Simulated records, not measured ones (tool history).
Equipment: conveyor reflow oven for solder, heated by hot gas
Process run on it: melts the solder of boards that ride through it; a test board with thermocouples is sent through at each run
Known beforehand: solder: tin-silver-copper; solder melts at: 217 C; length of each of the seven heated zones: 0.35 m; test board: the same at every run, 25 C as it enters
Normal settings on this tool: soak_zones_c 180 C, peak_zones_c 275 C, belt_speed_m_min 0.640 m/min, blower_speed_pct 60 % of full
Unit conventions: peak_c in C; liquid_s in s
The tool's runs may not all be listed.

run   hour  soak_zones_c  peak_zones_c  belt_speed_m_min  blower_speed_pct  peak_c  liquid_s
  1    0.0           180           275             0.640                60   258.5     54.42
  2   19.5           180           275             0.534                60   263.5     69.24
  3   33.1           189           275             0.640                60   259.8     58.32
  4   49.3           189           275             0.640                60   259.9     58.32
  5   60.4           180           275             0.726                60   253.8     44.94
  6   70.3           180           275             0.726                60   253.6     44.86
  7   92.8           180           275             0.726                60   253.7     44.71
  8  114.9           180           275             0.726                60   253.2     44.77
  9  128.1           180           275             0.640                56   256.9     53.65
 10  143.4           180           275             0.640                73   260.0     55.75
 11  159.9           180           264             0.640                60   248.0     48.26
     166.9  -- flux residue cleaned out of gas plates and filters
 12  178.5           180           275             0.640                72   261.2     56.39
 13  188.7           184           275             0.589                72   263.9     64.13
 14  200.8           184           275             0.589                72   263.8     64.12
 15  221.6           191           275             0.651                60   260.2     58.38
 16  235.3           186           268             0.730                63   250.4     45.04
 17  251.7           180           268             0.640                77   255.4     53.72
 18  269.7           180           268             0.640                77   255.1     53.73
 19  283.8           175           275             0.519                60   263.5     69.55

3 options for the next run, each taken on its own from the tool as it stands now. Forecast them:
  A  294.4           173           275             0.664                69       ?         ?
  B  294.4           175           275             0.519                54       ?         ?
  C  294.4           180           275             0.640                56       ?         ?

run  peak_c  liquid_s
  A   258.1     50.41
  B   262.3     68.94
  C   257.7     54.07
With no hidden state in the tool, these same runs would have given:
run  peak_c  liquid_s
  A   259.7     51.16
  B   263.9     69.62
  C   259.3     54.79
